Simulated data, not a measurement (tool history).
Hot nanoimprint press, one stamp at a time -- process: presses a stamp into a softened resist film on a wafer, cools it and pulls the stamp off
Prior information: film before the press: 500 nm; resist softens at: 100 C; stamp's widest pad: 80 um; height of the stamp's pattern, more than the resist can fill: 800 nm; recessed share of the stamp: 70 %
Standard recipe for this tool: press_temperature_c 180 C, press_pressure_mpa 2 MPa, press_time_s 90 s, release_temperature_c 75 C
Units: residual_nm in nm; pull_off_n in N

run	hour	press_temperature_c	press_pressure_mpa	press_time_s	release_temperature_c	residual_nm	pull_off_n
1	0	180	2	90	75	213.9	182
2	92.3	180	2	90	75	213.6	199
3	157.1	180	2	90	75	213.7	221
4	252.7	180	2	90	75	212.9	249
5	313.2	180	2	90	75	212.3	266
# hour 338.7: stamp cleaned and given a new release coat
# hour 416.6: plate thermocouple calibrated
6	423.5	180	2	90	75	220	182
7	481.3	180	2	90	75	219.4	192
8	543.2	180	2	48	75	269.7	211
9	586.8	180	2	48	75	269.6	226
10	660.8	180	2	48	77	269.6	230
11	706.2	170	2	48	77	358.9	245
# hour 779.1: stamp cleaned and given a new release coat
12	807.9	170	2	48	77	357.8	168
13	882.3	170	2	48	77	358.1	181
14	969.2	170	2	48	77	357.4	193
15	1052.3	192	1.85	82	74	156.5	230
16	1128.9	192	1.85	82	74	155.9	247
# hour 1143.9: plate thermocouple calibrated
17	1188.1	192	1.85	82	74	160.6	267
# hour 1227.3: stamp cleaned and given a new release coat
18	1279.4	180	1.37	90	77	267.7	175
19	1357.1	180	1.37	90	77	266.5	186
20	1432.7	180	1.37	90	77	266.4	204
21	1492.3	180	1.26	90	75	276.2	223
22	1573.6	178	1.26	90	81	292.7	214
23	1642.6	180	1.65	90	80	242.8	231
# hour 1659.3: press's hydraulic seals changed and the load cell set to zero
# hour 1679.3: stamp cleaned and given a new release coat
24	1712.7	180	1.65	90	80	235.9	158
25	1801.8	180	1.77	111	75	211.4	196
26	1844.9	190	2.29	53	62	169.8	261
# hour 1891.8: plate thermocouple calibrated
27	1905.3	190	2.29	53	62	175.7	267
28	2002.3	190	2.29	53	62	176.6	304

Here are 3 independent what-if runs from the current tool condition. What would each one return?
A	2077.2	178	2.29	87	71	?	?
B	2077.2	181	2	125	64	?	?
C	2077.2	171	2	90	79	?	?

run	residual_nm	pull_off_n
A	221.7	280
B	188.1	313
C	298.2	245
Take away the tool's hidden state, keep each run's random variation, and the runs would have read:
run	residual_nm	pull_off_n
A	221	181
B	187.6	202
C	297.6	158
